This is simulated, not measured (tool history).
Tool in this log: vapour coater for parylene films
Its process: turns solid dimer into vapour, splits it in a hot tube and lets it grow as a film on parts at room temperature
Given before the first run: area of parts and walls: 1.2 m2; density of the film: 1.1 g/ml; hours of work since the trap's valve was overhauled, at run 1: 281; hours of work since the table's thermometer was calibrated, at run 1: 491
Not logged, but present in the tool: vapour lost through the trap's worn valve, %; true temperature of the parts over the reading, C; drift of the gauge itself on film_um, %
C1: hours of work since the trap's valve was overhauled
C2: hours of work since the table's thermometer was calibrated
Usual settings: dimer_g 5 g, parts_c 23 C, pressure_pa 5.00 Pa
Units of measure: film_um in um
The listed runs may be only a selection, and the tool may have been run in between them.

Run 1, hour 0.0: usual settings; C1 281; C2 491. Result: film_um 2.48 um.
Run 2, hour 21.4: usual settings; C1 297; C2 506. Result: film_um 2.44 um.
Run 3, hour 44.1: usual settings but dimer_g 3 g; C1 313; C2 522. Result: film_um 1.45 um.
Run 4, hour 59.3: usual settings but dimer_g 3 g; C1 323; C2 533. Result: film_um 1.49 um.
Run 5, hour 81.2: usual settings but dimer_g 3 g; C1 339; C2 548. Result: film_um 1.45 um.
Run 6, hour 102.8: usual settings; C1 354; C2 564. Result: film_um 2.44 um.
At hour 133.9: trap's valve overhauled.
Run 7, hour 139.6: usual settings; C1 4; C2 587. Result: film_um 2.72 um.
Run 8, hour 157.7: usual settings; C1 17; C2 600. Result: film_um 2.70 um.
Run 9, hour 184.8: usual settings but pressure_pa 3.11 Pa; C1 36; C2 619. Result: film_um 2.78 um.
Run 10, hour 202.5: usual settings but pressure_pa 8.70 Pa; C1 49; C2 631. Result: film_um 2.53 um.
Run 11, hour 226.6: usual settings but pressure_pa 8.70 Pa; C1 66; C2 648. Result: film_um 2.55 um.
Run 12, hour 240.7: usual settings but pressure_pa 8.70 Pa; C1 76; C2 658. Result: film_um 2.50 um.
Run 13, hour 274.5: usual settings; C1 100; C2 682. Result: film_um 2.65 um.
Run 14, hour 294.8: usual settings but parts_c 16 C, pressure_pa 5.54 Pa; C1 114; C2 697. Result: film_um 3.62 um.
Run 15, hour 317.0: usual settings but parts_c 16 C, pressure_pa 7.96 Pa; C1 130; C2 713. Result: film_um 3.45 um.
Run 16, hour 345.1: usual settings but dimer_g 9 g, parts_c 17 C, pressure_pa 6.28 Pa; C1 150; C2 732. Result: film_um 6.01 um.
Run 17, hour 365.1: usual settings but parts_c 17 C, pressure_pa 6.28 Pa; C1 164; C2 747. Result: film_um 3.32 um.
Run 18, hour 382.3: usual settings but parts_c 20 C, pressure_pa 7.00 Pa; C1 176; C2 759. Result: film_um 2.89 um.
Run 19, hour 402.6: usual settings but dimer_g 4 g, parts_c 21 C, pressure_pa 8.77 Pa; C1 190; C2 773. Result: film_um 2.10 um.
Run 20, hour 422.1: usual settings but dimer_g 3 g, parts_c 24 C, pressure_pa 5.67 Pa; C1 204; C2 787. Result: film_um 1.42 um.
Run 21, hour 449.4: usual settings but pressure_pa 3.59 Pa; C1 224; C2 806. Result: film_um 2.56 um.
Run 22, hour 477.7: usual settings but dimer_g 3 g, parts_c 21 C; C1 244; C2 826. Result: film_um 1.64 um.
Run 23, hour 491.9: usual settings but dimer_g 3 g, parts_c 21 C; C1 254; C2 836. Result: film_um 1.64 um.
Run 24, hour 517.0: usual settings but dimer_g 3 g, parts_c 21 C; C1 271; C2 854. Result: film_um 1.60 um.
Run 25, hour 544.4: usual settings but dimer_g 8 g, parts_c 28 C, pressure_pa 2.37 Pa; C1 291; C2 874. Result: film_um 3.29 um.

Here are 5 independent what-if runs from the current tool condition. What would each one return?
Run A, hour 561.0: usual settings but pressure_pa 7.43 Pa; C1 303; C2 885. Result: film_um ?.
Run B, hour 561.0: usual settings but dimer_g 8 g, pressure_pa 3.62 Pa; C1 303; C2 885. Result: film_um ?.
Run C, hour 561.0: usual settings but dimer_g 8 g, parts_c 35 C, pressure_pa 8.13 Pa; C1 303; C2 885. Result: film_um ?.
Run D, hour 561.0: usual settings but pressure_pa 10.82 Pa; C1 303; C2 885. Result: film_um ?.
Run E, hour 561.0: usual settings but dimer_g 7 g, parts_c 33 C, pressure_pa 6.79 Pa; C1 303; C2 885. Result: film_um ?.

run  film_um
  A     2.37
  B     4.05
  C     2.11
  D     2.29
  E     2.09
What these runs would have given with no unlogged condition in the tool:
run  film_um
  A     2.71
  B     4.65
  C     2.43
  D     2.62
  E     2.39
